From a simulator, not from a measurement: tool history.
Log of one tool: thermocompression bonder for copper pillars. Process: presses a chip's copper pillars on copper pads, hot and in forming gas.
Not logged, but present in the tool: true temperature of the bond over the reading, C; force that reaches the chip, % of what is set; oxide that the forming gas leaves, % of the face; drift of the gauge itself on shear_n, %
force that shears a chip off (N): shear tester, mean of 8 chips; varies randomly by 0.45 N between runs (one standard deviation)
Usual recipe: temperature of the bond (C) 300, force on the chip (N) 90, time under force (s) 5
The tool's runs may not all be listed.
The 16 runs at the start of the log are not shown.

run     day  temperature of the bond (C)  force on the chip (N)  time under force (s)  hours of work since the heater was calibrated  hours of work since the force cell was calibrated  hours of work since the gas filter was changed  force that shears a chip off (N)
 17  14.858                          300                     90                     5                                            277                                                283                                             200                              83.5
 18  15.721                          300                     90                     5                                            288                                                295                                             212                              83.2
 19  16.488                          300                     90                     5                                            299                                                305                                             222                              82.8
 20  17.304                          300                     90                     5                                            310                                                316                                             233                              83.1
 21  17.917                          298                     90                     5                                            318                                                324                                             241                              82.0
 22  18.433                          298                     90                     5                                            325                                                331                                             248                              83.2
 23  19.704                          296                     90                     5                                            342                                                348                                             265                              81.8
 24  20.525                          308                     58                     5                                            353                                                359                                             276                              72.3
     21.042  -- forming gas filter changed
 25  21.712                          282                    115                     4                                            369                                                375                                               9                              78.8
 26  22.983                          288                     88                    14                                            386                                                392                                              26                              96.5
 27  23.654                          302                     69                     5                                            395                                                401                                              35                              74.9
 28  24.579                          277                     91                     3                                            407                                                414                                              48                              62.7
 29  25.304                          321                     75                     3                                            417                                                423                                              57                              75.6

Run 30 is up next; what results do you expect?
 30  26.367                          321                     75                     3                                            431                                                438                                              72                                 ?

Logged for run 30: force that shears a chip off (N) 76.4.
If the tool had no hidden condition, the same run with the same run-to-run variation would have returned force that shears a chip off (N) 76.3.
